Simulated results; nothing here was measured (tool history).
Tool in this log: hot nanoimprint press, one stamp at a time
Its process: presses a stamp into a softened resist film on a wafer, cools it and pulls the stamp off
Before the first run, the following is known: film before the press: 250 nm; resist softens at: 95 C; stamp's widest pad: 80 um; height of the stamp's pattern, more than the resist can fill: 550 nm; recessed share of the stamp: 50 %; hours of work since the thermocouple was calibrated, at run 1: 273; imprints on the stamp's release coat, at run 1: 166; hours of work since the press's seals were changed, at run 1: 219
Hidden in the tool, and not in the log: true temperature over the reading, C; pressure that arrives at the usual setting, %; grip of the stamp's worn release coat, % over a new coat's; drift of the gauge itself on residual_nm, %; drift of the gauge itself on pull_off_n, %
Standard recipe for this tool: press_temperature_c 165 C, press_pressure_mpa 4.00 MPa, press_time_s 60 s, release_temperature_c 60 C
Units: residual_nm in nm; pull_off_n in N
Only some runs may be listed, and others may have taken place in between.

| run | hour | press_temperature_c | press_pressure_mpa | press_time_s | release_temperature_c | hours of work since the thermocouple was calibrated | imprints on the stamp's release coat | hours of work since the press's seals were changed | residual_nm | pull_off_n |
|---|---|---|---|---|---|---|---|---|---|---|
| 1 | 0.0 | 165 | 4.00 | 60 | 60 | 273 | 166 | 219 | 140.3 | 150.6 |
| 2 | 10.6 | 165 | 4.00 | 60 | 60 | 279 | 190 | 225 | 139.6 | 153.5 |
| 3 | 20.6 | 165 | 4.00 | 60 | 60 | 285 | 212 | 231 | 139.8 | 153.9 |
| 4 | 28.1 | 165 | 4.00 | 60 | 60 | 289 | 228 | 236 | 139.8 | 151.6 |
| 5 | 35.4 | 164 | 4.00 | 60 | 60 | 294 | 245 | 240 | 144.3 | 153.7 |
| 6 | 46.5 | 164 | 4.00 | 60 | 60 | 301 | 269 | 247 | 144.2 | 153.7 |
| 7 | 52.6 | 164 | 4.00 | 60 | 60 | 304 | 282 | 250 | 144.5 | 154.8 |
| 8 | 58.4 | 164 | 4.00 | 60 | 60 | 308 | 295 | 254 | 143.5 | 154.1 |
| 9 | 63.3 | 164 | 4.00 | 60 | 60 | 311 | 306 | 257 | 143.1 | 153.9 |
| 10 | 68.1 | 164 | 4.00 | 60 | 60 | 314 | 317 | 260 | 144.0 | 155.6 |
| 11 | 75.7 | 164 | 4.00 | 60 | 60 | 318 | 334 | 264 | 144.9 | 156.0 |
| 12 | 82.2 | 165 | 4.00 | 60 | 60 | 322 | 348 | 268 | 141.3 | 155.3 |
| 13 | 90.4 | 165 | 4.00 | 60 | 60 | 327 | 366 | 273 | 140.3 | 157.2 |
| 14 | 97.4 | 165 | 4.00 | 60 | 60 | 331 | 381 | 277 | 140.0 | 154.6 |
| 15 | 105.0 | 165 | 4.00 | 60 | 60 | 336 | 398 | 282 | 142.1 | 156.2 |
| 16 | 112.3 | 171 | 4.00 | 71 | 60 | 340 | 414 | 286 | 115.6 | 156.4 |
| 17 | 123.4 | 171 | 4.00 | 71 | 60 | 347 | 439 | 293 | 115.8 | 156.7 |
| 18 | 128.0 | 168 | 3.17 | 48 | 60 | 350 | 449 | 296 | 155.8 | 158.1 |
| 19 | 136.0 | 168 | 3.17 | 48 | 60 | 354 | 467 | 300 | 156.7 | 157.6 |
| 20 | 143.6 | 168 | 2.58 | 36 | 51 | 359 | 484 | 305 | 182.9 | 179.6 |
| 21 | 148.6 | 165 | 3.88 | 60 | 60 | 362 | 495 | 308 | 143.2 | 158.6 |
| 22 | 155.1 | 166 | 3.88 | 60 | 60 | 366 | 509 | 312 | 138.3 | 159.3 |
| 23 | 163.0 | 165 | 4.00 | 64 | 57 | 371 | 526 | 317 | 139.5 | 166.6 |
| 24 | 167.5 | 165 | 4.02 | 60 | 60 | 373 | 536 | 319 | 141.9 | 159.0 |
| 25 | 175.7 | 165 | 4.02 | 60 | 60 | 378 | 554 | 324 | 141.3 | 160.8 |
| 26 | 181.1 | 165 | 4.02 | 60 | 60 | 381 | 566 | 327 | 141.8 | 158.6 |
| 27 | 189.4 | 165 | 4.02 | 60 | 60 | 386 | 585 | 333 | 142.3 | 160.7 |
| 28 | 198.0 | 165 | 4.02 | 60 | 60 | 392 | 604 | 338 | 141.8 | 160.0 |
| 29 | 206.7 | 165 | 2.72 | 60 | 60 | 397 | 623 | 343 | 166.3 | 159.5 |

Results for each run, recomputed without the tool's hidden state and with each run's random variation untouched:
| run | residual_nm | pull_off_n |
|---|---|---|
| 1 | 135.5 | 145.1 |
| 2 | 134.7 | 147.5 |
| 3 | 134.9 | 147.5 |
| 4 | 134.7 | 145.0 |
| 5 | 139.0 | 146.8 |
| 6 | 138.8 | 146.3 |
| 7 | 139.0 | 147.1 |
| 8 | 138.0 | 146.3 |
| 9 | 137.5 | 145.9 |
| 10 | 138.3 | 147.4 |
| 11 | 139.2 | 147.4 |
| 12 | 135.6 | 146.5 |
| 13 | 134.6 | 148.0 |
| 14 | 134.1 | 145.2 |
| 15 | 136.1 | 146.4 |
| 16 | 110.6 | 146.4 |
| 17 | 110.6 | 146.3 |
| 18 | 149.9 | 147.4 |
| 19 | 150.6 | 146.6 |
| 20 | 177.2 | 167.3 |
| 21 | 136.7 | 147.0 |
| 22 | 131.9 | 147.4 |
| 23 | 132.8 | 154.1 |
| 24 | 135.1 | 146.8 |
| 25 | 134.5 | 148.1 |
| 26 | 134.9 | 145.9 |
| 27 | 135.3 | 147.5 |
| 28 | 134.7 | 146.5 |
| 29 | 159.4 | 145.7 |

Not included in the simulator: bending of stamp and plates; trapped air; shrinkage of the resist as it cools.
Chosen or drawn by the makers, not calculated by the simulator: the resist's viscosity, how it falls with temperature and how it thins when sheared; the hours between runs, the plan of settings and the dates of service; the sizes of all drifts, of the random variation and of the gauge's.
